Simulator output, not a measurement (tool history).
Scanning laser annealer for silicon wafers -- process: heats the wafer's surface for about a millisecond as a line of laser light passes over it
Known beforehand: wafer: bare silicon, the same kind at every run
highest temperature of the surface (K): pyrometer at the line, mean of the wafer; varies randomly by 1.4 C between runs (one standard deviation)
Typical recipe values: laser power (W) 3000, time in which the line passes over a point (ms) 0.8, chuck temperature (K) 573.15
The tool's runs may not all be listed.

run   hour  laser power (W)  time in which the line passes over a point (ms)  chuck temperature (K)  highest temperature of the surface (K)
  1      0             3000                                              0.8                 573.15                                 1300.15
  2   17.8             3000                                              0.8                 573.15                                 1299.15
  3     34             3000                                              0.8                 573.15                                 1300.15
  4   48.5             3167                                              0.8                 573.15                                 1347.15
  5   65.2             3167                                              0.8                 573.15                                 1346.15
  6   85.7             3000                                              0.8                 573.15                                 1297.15
  7  104.3             3000                                              0.8                 573.15                                 1297.15
  8  120.9             3000                                              0.8                 573.15                                 1298.15
  9  132.4             3000                                              0.8                 573.15                                 1297.15
 10  152.5             3000                                              0.8                 573.15                                 1298.15
 11  169.1             3000                                              0.8                 573.15                                 1293.15
 12  188.5             3000                                              0.8                 573.15                                 1296.15
 13  197.6             3000                                              0.8                 573.15                                 1298.15
 14  215.4             3000                                              0.8                 573.15                                 1297.15
 15  235.7             3000                                              0.8                 575.15                                 1297.15
 16  254.7             3000                                              0.8                 575.15                                 1297.15
 17    275             3000                                              0.8                 575.15                                 1298.15
 18    284             3000                                              0.8                 573.15                                 1293.15
 19  303.5             3137                                              0.8                 573.15                                 1334.15
 20  324.4             3137                                              0.8                 573.15                                 1351.15
 21  332.9             2552                                            0.748                 555.15                                 1143.15
 22  345.8             3000                                            0.685                 573.15                                 1253.15
 23  366.9             3000                                            0.714                 542.15                                 1237.15
 24  386.9             3017                                              0.8                 538.15                                 1276.15
 25  406.8             3120                                            0.937                 546.15                                 1376.15
 26    426             3120                                            0.937                 546.15                                 1376.15
 27  439.1             3000                                            0.915                 577.15                                 1358.15
 28  459.7             2925                                            0.676                 598.15                                 1251.15
 29  471.3             3065                                              0.8                 587.15                                 1338.15
 30  487.8             3077                                              0.8                 570.15                                 1325.15
 31  507.3             2592                                            0.682                 591.15                                 1161.15
 32  523.9             2662                                            0.896                 573.15                                 1242.15
 33  536.9             2662                                            0.896                 573.15                                 1242.15
 34  554.7             2783                                            0.596                 573.15                                 1154.15
 35    571             2602                                            0.596                 555.15                                 1091.15
 36  588.9             2602                                            0.596                 555.15                                 1089.15
 37  600.3             3225                                            0.805                 541.15                                 1358.15
 38  619.7             3225                                            0.805                 541.15                                 1357.15
 39  633.9             3225                                            0.805                 541.15                                 1359.15
 40  643.6             3225                                            0.805                 541.15                                 1356.15

Not shown: 2 entries that the log had between the listed runs. Between which runs, and how does the tool's hidden state differ before and after?
After run 19, before run 20: optics aligned, line set to its width (hour 318.9)
  light that passes the window, % of a clean one's: 98.01 -> 97.98; laser's true power over the reading, %: 0.15 -> 0.16; width of the line over the set one, %: 3.21 -> 0.31
  difference, measured minus the result without the unlogged condition, highest temperature of the surface (K): -34 -> -20
After run 36, before run 37: window over the wafer cleaned (hour 594.4)
  light that passes the window, % of a clean one's: 97.52 -> 99.52; width of the line over the set one, %: 0.65 -> 0.67
  difference, measured minus the result without the unlogged condition, highest temperature of the surface (K): -17 -> -6
